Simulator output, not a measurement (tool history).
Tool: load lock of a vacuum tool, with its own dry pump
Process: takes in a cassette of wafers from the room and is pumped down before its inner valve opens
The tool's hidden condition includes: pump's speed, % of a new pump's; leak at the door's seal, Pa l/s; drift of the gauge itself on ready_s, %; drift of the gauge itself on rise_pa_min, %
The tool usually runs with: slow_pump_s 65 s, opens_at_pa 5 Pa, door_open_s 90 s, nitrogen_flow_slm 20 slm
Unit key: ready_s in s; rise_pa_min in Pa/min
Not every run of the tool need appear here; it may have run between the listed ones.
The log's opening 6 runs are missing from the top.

run	day	slow_pump_s	opens_at_pa	door_open_s	nitrogen_flow_slm	hours that the pump has run since its overhaul	times that the door has closed on its seal	incoming humidity of the room's air, %	ready_s	rise_pa_min
7	56.904	76	5	90	20	11298	5081	45.2	112.7	0.023
8	62.962	32	5	90	20	11444	5248	43.1	74.7	0.024
9	70.971	44	5	90	20	11636	5468	46.7	84.6	0.020
10	76.150	44	5	90	20	11760	5611	43.8	85.4	0.027
11	81.858	65	5	90	20	11897	5768	45.1	102.2	0.023
12	86.975	65	5	90	20	12020	5909	46.3	101.5	0.023
13	94.579	65	6	90	20	12203	6118	41.7	101.9	0.030
14	101.204	60	5	90	20	12362	6300	44.8	98.3	0.034
15	106.683	60	5	90	20	12493	6451	45.7	98.3	0.022
16	114.700	65	5	90	13	12685	6672	46.4	102.9	0.033
17	125.542	65	8	55	13	12946	6970	44.1	101.5	0.027
18	130.617	32	5	90	25	13067	7110	41.7	74.6	0.025
19	138.975	120	7	28	7	13268	7340	43.5	147.6	0.018
20	144.204	120	4	28	7	13394	7484	44.1	150.3	0.019
21	150.442	94	8	122	14	13543	7655	46.2	125.9	0.033
22	160.146	65	8	87	20	13776	7922	41.7	100.3	0.023
23	168.796	88	7	87	20	13984	8160	45.2	119.3	0.024
24	178.217	88	7	87	20	14210	8419	43.1	119.5	0.024

Estimate the outcome of run 25 from the log above:
25	188.762	79	5	90	20	14463	8710	45.5	?	?

ready_s: 115.9 s
rise_pa_min: 0.025 Pa/min
Were there no unlogged condition in the tool, this run, its random variation unchanged, would have produced ready_s 115.9 s, rise_pa_min 0.025 Pa/min.

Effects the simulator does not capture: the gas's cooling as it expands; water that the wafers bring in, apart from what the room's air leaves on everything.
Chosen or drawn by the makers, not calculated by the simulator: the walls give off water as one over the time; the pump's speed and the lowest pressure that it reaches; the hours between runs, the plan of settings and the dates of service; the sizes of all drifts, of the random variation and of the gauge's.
